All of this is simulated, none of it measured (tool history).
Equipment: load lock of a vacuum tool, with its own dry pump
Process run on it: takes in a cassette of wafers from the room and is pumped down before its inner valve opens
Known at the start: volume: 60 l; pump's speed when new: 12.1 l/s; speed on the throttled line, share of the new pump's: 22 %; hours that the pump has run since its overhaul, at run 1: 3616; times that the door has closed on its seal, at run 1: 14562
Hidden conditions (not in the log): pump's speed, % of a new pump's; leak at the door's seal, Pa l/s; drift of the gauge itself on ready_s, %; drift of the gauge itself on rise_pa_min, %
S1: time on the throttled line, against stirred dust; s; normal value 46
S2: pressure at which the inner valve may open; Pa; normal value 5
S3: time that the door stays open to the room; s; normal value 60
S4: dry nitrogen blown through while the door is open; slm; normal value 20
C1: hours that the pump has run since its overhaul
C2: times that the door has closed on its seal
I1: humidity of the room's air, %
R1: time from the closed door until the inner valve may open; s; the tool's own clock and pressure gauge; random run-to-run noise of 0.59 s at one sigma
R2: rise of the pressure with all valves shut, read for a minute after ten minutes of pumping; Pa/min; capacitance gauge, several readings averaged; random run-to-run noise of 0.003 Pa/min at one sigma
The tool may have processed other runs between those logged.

| run | hour | S1 | S2 | S3 | S4 | C1 | C2 | I1 | R1 | R2 |
|---|---|---|---|---|---|---|---|---|---|---|
| 1 | 0 | 46 | 5 | 60 | 20 | 3616 | 14562 | 46.5 | 86.8 | 0.071 |
| 2 | 171.2 | 46 | 5 | 51 | 20 | 3787 | 15320 | 44.4 | 87.1 | 0.07 |
| 3 | 362.6 | 46 | 5 | 60 | 20 | 3978 | 16169 | 41.3 | 86.5 | 0.08 |
| 4 | 547.7 | 46 | 5 | 60 | 20 | 4163 | 16989 | 48.3 | 87.5 | 0.084 |
| 5 | 765.3 | 46 | 5 | 60 | 20 | 4381 | 17953 | 47.3 | 87.5 | 0.088 |
| 6 | 918.3 | 46 | 5 | 60 | 20 | 4534 | 18631 | 43.4 | 86 | 0.094 |
| 7 | 1140.4 | 38 | 5 | 60 | 20 | 4756 | 19615 | 42.4 | 80.2 | 0.099 |
| 8 | 1340.7 | 38 | 5 | 60 | 20 | 4957 | 20503 | 43.8 | 81.2 | 0.108 |
| 9 | 1453.3 | 46 | 5 | 60 | 20 | 5069 | 21001 | 47.3 | 87.4 | 0.106 |
| 10 | 1699.3 | 46 | 5 | 60 | 7 | 5315 | 22092 | 46.1 | 87 | 0.127 |
| 11 | 1828.9 | 46 | 5 | 60 | 20 | 5445 | 22665 | 44 | 88.4 | 0.124 |
| 12 | 2076.5 | 68 | 5 | 60 | 20 | 5692 | 23763 | 41.9 | 104.5 | 0.126 |
| 13 | 2268.7 | 78 | 7 | 73 | 5 | 5885 | 24614 | 43.7 | 110.3 | 0.145 |
| 14 | 2383.8 | 78 | 7 | 67 | 5 | 6000 | 25124 | 43.9 | 110.4 | 0.15 |
| 15 | 2629.9 | 48 | 8 | 68 | 5 | 6246 | 26214 | 41.2 | 88.1 | 0.156 |
| 16 | 2777.1 | 48 | 8 | 68 | 5 | 6393 | 26867 | 44.1 | 86.7 | 0.166 |
| 17 | 2942 | 56 | 5 | 52 | 20 | 6558 | 27598 | 44.4 | 95 | 0.157 |
| 18 | 3087.6 | 56 | 5 | 52 | 20 | 6703 | 28243 | 45.4 | 96 | 0.166 |
| 19 | 3316.9 | 56 | 5 | 52 | 20 | 6933 | 29259 | 45.1 | 95.7 | 0.163 |
| 20 | 3527.9 | 56 | 5 | 52 | 20 | 7144 | 30193 | 45 | 96.2 | 0.172 |
| 21 | 3730.5 | 46 | 5 | 41 | 20 | 7346 | 31091 | 43.5 | 88.6 | 0.181 |
| 22 | 3842.8 | 24 | 6 | 237 | 20 | 7459 | 31589 | 44.6 | 71.5 | 0.2 |

How would selected steps in R1 from run to run divide? Give the signed amount a tool lacking its hidden state would still show from settings, what came in and random variation, and the signed amount left for the hidden state, including any gauge scatter that is not in both of the compared results.
Run 14 -> 15: S1 78 -> 48, S2 7 -> 8, S3 67 -> 68. R1 -22.3 s: hidden state +0.6, all else -22.9.
Run 21 -> 22: S1 46 -> 24, S2 5 -> 6, S3 41 -> 237. R1 -17.1 s: hidden state +0.3, all else -17.4.

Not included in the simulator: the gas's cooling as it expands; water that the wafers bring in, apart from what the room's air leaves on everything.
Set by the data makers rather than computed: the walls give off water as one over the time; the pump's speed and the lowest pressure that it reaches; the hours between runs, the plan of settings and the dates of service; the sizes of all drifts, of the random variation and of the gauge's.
